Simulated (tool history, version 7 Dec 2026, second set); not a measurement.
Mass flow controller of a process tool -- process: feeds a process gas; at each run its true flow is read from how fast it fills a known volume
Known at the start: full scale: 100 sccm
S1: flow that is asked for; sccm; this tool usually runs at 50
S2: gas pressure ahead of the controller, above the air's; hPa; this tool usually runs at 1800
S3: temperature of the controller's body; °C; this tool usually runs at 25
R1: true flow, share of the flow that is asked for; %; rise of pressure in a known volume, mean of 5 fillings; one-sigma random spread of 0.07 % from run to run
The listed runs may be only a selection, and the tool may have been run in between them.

run	hour	S1	S2	S3	R1
1	0	50	1800	25	98.41
2	278.8	50	1800	22	98.17
3	516	50	1800	22	98.19
4	774.5	50	1800	22	98.06
5	996.3	50	1800	22	98.02
6	1247.5	50	1800	22	98.03
7	1610.8	50	1800	31	98.76
8	1852.2	50	1800	31	99.06
9	2228.5	50	1800	31	98.93
10	2465.4	50	2490	37	99.59
11	2627.8	79	1960	26	99.45
12	2902.6	79	1960	26	99.38
13	3247.6	50	2010	25	98.51
14	3613.4	16	1540	38	98.57
15	3789.8	13	1800	34	98.05
16	3974.3	16	1560	30	97.8
17	4230	25	1690	34	98.47

Each row is a separate what-if for the run after 17, all from the same tool condition, not one after another. Results?
A	4392.2	19	1420	28	?
B	4392.2	26	2040	30	?
C	4392.2	25	1690	20	?
D	4392.2	31	1540	34	?
E	4392.2	18	1640	23	?

run	R1
A	97.51
B	98.23
C	97.05
D	98.68
E	97.12
Without the tool's unlogged condition, the same runs would have read:
run	R1
A	97.49
B	98.22
C	97.04
D	98.67
E	97.09

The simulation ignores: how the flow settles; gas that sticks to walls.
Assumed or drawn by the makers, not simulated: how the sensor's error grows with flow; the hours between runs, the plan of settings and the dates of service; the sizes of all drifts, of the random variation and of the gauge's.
